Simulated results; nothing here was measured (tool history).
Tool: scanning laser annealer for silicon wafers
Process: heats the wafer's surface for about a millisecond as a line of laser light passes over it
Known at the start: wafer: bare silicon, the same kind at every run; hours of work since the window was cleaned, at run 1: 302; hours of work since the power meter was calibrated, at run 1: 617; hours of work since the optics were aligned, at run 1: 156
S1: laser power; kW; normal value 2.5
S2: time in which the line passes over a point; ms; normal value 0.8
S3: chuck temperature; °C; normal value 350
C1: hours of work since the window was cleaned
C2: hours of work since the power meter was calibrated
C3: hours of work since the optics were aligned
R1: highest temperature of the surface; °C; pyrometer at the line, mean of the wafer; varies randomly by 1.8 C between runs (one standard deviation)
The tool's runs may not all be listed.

run     day     S1     S2   S3   C1   C2   C3    R1
  1       0    2.5    0.8  350  302  617  156  1036
  2   1.308    2.5    0.8  350  317  632  171  1033
  3   2.046    2.5    0.8  350  326  641  180  1033
  4   3.354    2.5    0.8  350  341  656  195  1034
  5   4.404    2.5    0.8  350  352  668  207  1036
  6   5.521    2.5    0.8  350  365  680  219  1029
      5.679  -- window over the wafer cleaned
  7   6.771    2.5    0.8  350   12  694  233  1010
  8   7.375  2.617  0.653  313   19  701  240   945
  9    8.45  2.471    0.8  350   32  713  252  1002
 10   9.588  2.165  0.691  350   45  726  265   876
 11  10.254  2.662  0.883  378   52  734  273  1116
     10.846  -- window over the wafer cleaned, once more
 12  11.521    2.5  0.674  375    8  747  286  1023
 13  12.292    2.5  0.674  375   17  756  295  1022

Alternative continuations, all from the tool just after run 13; predict every row:
  A  13.633  2.313  0.632  313  32  771  310   ?
  B  13.633  2.171  0.697  364  32  771  310   ?
  C  13.633  2.749    0.8  327  32  771  310   ?

run    R1
  A   887
  B   931
  C  1109
Without the tool's unlogged condition, the same runs would have read:
run    R1
  A   888
  B   932
  C  1110
